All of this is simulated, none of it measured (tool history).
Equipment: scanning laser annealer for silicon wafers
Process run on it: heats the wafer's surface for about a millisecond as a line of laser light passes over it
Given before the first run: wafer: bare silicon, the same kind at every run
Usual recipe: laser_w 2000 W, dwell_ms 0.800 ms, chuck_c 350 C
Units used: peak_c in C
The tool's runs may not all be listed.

{"run": 1, "day": 0.0, "laser_w": 2000, "dwell_ms": 0.8, "chuck_c": 350, "peak_c": 1077}
{"run": 2, "day": 0.696, "laser_w": 2000, "dwell_ms": 0.8, "chuck_c": 350, "peak_c": 1072}
{"run": 3, "day": 1.533, "laser_w": 2000, "dwell_ms": 0.8, "chuck_c": 350, "peak_c": 1070}
{"run": 4, "day": 2.429, "laser_w": 2000, "dwell_ms": 0.8, "chuck_c": 350, "peak_c": 1070}
{"run": 5, "day": 2.871, "laser_w": 2000, "dwell_ms": 0.8, "chuck_c": 350, "peak_c": 1065}
{"run": 6, "day": 3.317, "laser_w": 2000, "dwell_ms": 0.8, "chuck_c": 350, "peak_c": 1065}
{"run": 7, "day": 3.983, "laser_w": 1956, "dwell_ms": 0.8, "chuck_c": 350, "peak_c": 1042}
{"run": 8, "day": 4.812, "laser_w": 2133, "dwell_ms": 0.8, "chuck_c": 350, "peak_c": 1123}
{"run": 9, "day": 5.379, "laser_w": 2133, "dwell_ms": 0.8, "chuck_c": 350, "peak_c": 1125}
{"day": 6.104, "done": "window over the wafer cleaned"}
{"run": 10, "day": 6.133, "laser_w": 2133, "dwell_ms": 0.8, "chuck_c": 350, "peak_c": 1104}
{"run": 11, "day": 6.638, "laser_w": 2133, "dwell_ms": 0.8, "chuck_c": 350, "peak_c": 1102}
{"run": 12, "day": 7.7, "laser_w": 2133, "dwell_ms": 0.8, "chuck_c": 362, "peak_c": 1116}
{"run": 13, "day": 8.342, "laser_w": 2000, "dwell_ms": 0.8, "chuck_c": 350, "peak_c": 1040}
{"run": 14, "day": 9.133, "laser_w": 2000, "dwell_ms": 0.8, "chuck_c": 322, "peak_c": 1008}
{"run": 15, "day": 9.817, "laser_w": 2000, "dwell_ms": 0.8, "chuck_c": 322, "peak_c": 1009}
{"run": 16, "day": 10.629, "laser_w": 2000, "dwell_ms": 0.8, "chuck_c": 350, "peak_c": 1033}
{"run": 17, "day": 11.533, "laser_w": 1960, "dwell_ms": 0.8, "chuck_c": 350, "peak_c": 1012}
{"day": 12.083, "done": "window over the wafer cleaned, once more"}
{"run": 18, "day": 12.083, "laser_w": 1960, "dwell_ms": 0.8, "chuck_c": 350, "peak_c": 1093}
{"run": 19, "day": 12.529, "laser_w": 2131, "dwell_ms": 0.8, "chuck_c": 350, "peak_c": 1181}
{"run": 20, "day": 13.067, "laser_w": 2030, "dwell_ms": 0.8, "chuck_c": 350, "peak_c": 1123}
{"run": 21, "day": 13.788, "laser_w": 2000, "dwell_ms": 0.8, "chuck_c": 377, "peak_c": 1132}
{"run": 22, "day": 14.321, "laser_w": 2000, "dwell_ms": 0.8, "chuck_c": 364, "peak_c": 1124}
{"run": 23, "day": 15.071, "laser_w": 2046, "dwell_ms": 0.8, "chuck_c": 350, "peak_c": 1129}
{"run": 24, "day": 15.721, "laser_w": 1725, "dwell_ms": 0.982, "chuck_c": 350, "peak_c": 1036}
{"run": 25, "day": 16.488, "laser_w": 1725, "dwell_ms": 0.982, "chuck_c": 350, "peak_c": 1033}
{"run": 26, "day": 17.458, "laser_w": 1725, "dwell_ms": 0.982, "chuck_c": 350, "peak_c": 1031}
{"run": 27, "day": 18.271, "laser_w": 2018, "dwell_ms": 0.706, "chuck_c": 370, "peak_c": 1082}
{"run": 28, "day": 18.988, "laser_w": 2018, "dwell_ms": 0.706, "chuck_c": 370, "peak_c": 1080}
{"run": 29, "day": 19.738, "laser_w": 2195, "dwell_ms": 0.818, "chuck_c": 352, "peak_c": 1202}
{"run": 30, "day": 20.562, "laser_w": 2195, "dwell_ms": 0.818, "chuck_c": 352, "peak_c": 1198}
{"run": 31, "day": 21.433, "laser_w": 1901, "dwell_ms": 0.665, "chuck_c": 325, "peak_c": 959}
{"run": 32, "day": 22.0, "laser_w": 2020, "dwell_ms": 0.951, "chuck_c": 387, "peak_c": 1204}
{"run": 33, "day": 22.546, "laser_w": 2020, "dwell_ms": 0.951, "chuck_c": 353, "peak_c": 1166}
{"run": 34, "day": 23.388, "laser_w": 2000, "dwell_ms": 0.675, "chuck_c": 317, "peak_c": 995}
{"run": 35, "day": 24.112, "laser_w": 2086, "dwell_ms": 0.8, "chuck_c": 350, "peak_c": 1124}
{"run": 36, "day": 24.888, "laser_w": 2086, "dwell_ms": 0.8, "chuck_c": 350, "peak_c": 1122}
{"run": 37, "day": 25.717, "laser_w": 2000, "dwell_ms": 0.787, "chuck_c": 350, "peak_c": 1070}
{"run": 38, "day": 26.675, "laser_w": 2165, "dwell_ms": 0.71, "chuck_c": 320, "peak_c": 1081}
{"run": 39, "day": 27.592, "laser_w": 2030, "dwell_ms": 0.8, "chuck_c": 390, "peak_c": 1126}
{"run": 40, "day": 28.329, "laser_w": 2000, "dwell_ms": 0.8, "chuck_c": 318, "peak_c": 1039}

Per-run results on a tool with no hidden state, each run keeping its own random variation:
Hidden state at play: light that passes the window, % of a clean one's; laser's true power over the reading, %; width of the line over the set one, %; drift of the gauge itself on peak_c, C.
run=1 peak_c=1149
run=2 peak_c=1145
run=3 peak_c=1146
run=4 peak_c=1147
run=5 peak_c=1143
run=6 peak_c=1145
run=7 peak_c=1121
run=8 peak_c=1214
run=9 peak_c=1218
run=10 peak_c=1217
run=11 peak_c=1216
run=12 peak_c=1233
run=13 peak_c=1149
run=14 peak_c=1119
run=15 peak_c=1121
run=16 peak_c=1147
run=17 peak_c=1125
run=18 peak_c=1124
run=19 peak_c=1217
run=20 peak_c=1159
run=21 peak_c=1169
run=22 peak_c=1162
run=23 peak_c=1170
run=24 peak_c=1074
run=25 peak_c=1073
run=26 peak_c=1073
run=27 peak_c=1128
run=28 peak_c=1128
run=29 peak_c=1261
run=30 peak_c=1260
run=31 peak_c=1008
run=32 peak_c=1268
run=33 peak_c=1231
run=34 peak_c=1052
run=35 peak_c=1191
run=36 peak_c=1192
run=37 peak_c=1138
run=38 peak_c=1154
run=39 peak_c=1200
run=40 peak_c=1113
